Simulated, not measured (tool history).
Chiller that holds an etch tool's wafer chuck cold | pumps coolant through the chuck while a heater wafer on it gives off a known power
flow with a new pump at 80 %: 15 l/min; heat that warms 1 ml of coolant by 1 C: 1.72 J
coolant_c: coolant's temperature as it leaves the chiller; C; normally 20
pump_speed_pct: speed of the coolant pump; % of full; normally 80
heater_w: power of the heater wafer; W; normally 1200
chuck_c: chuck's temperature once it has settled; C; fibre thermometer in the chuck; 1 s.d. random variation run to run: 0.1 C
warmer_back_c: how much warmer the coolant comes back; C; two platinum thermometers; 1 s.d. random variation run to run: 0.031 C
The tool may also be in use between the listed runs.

run	hour	coolant_c	pump_speed_pct	heater_w	chuck_c	warmer_back_c
1	0	20	80	1200	31.7	2.84
2	30.3	20	80	1200	31.8	2.88
3	60.6	20	80	1200	31.8	2.85
4	85.7	20	80	1200	31.7	2.88
5	106.9	20	80	1200	31.7	2.91
6	145.6	16	80	1200	28.1	2.85
7	172.1	16	80	1386	29.7	3.37
8	200.6	20	80	827	28.2	2.01
9	239.8	20	80	827	28.2	1.99
10	258.3	12	80	1200	24	2.84
11	277.5	20	80	1200	32.1	2.94
12	308.9	20	80	1200	32.2	2.9
13	347	20	80	1200	32.1	2.92
14	370.5	20	72	1200	32.9	3.27
15	390.1	20	72	1200	33.1	3.24
16	416.7	20	80	1349	33.6	3.28
17	434	20	80	1238	32.7	2.96
18	456.5	20	80	1238	32.5	3.07
19	492.7	20	80	1238	32.7	3.03
20	510.7	13	62	1166	26.8	3.75
21	545.5	11	80	1200	23.3	2.84
22	585.3	26	85	1200	37.7	2.73
23	625.4	13	67	1157	26.4	3.36
24	648.7	13	67	1157	26.2	3.44

Run 25 is up next; what results do you expect?
25	668.5	13	67	1157	?	?

Run 25 produced chuck_c 26.2 C, warmer_back_c 3.42 C.
With the hidden condition absent and the run-to-run variation left alone, this run would have shown chuck_c 23.9 C, warmer_back_c 3.25 C.
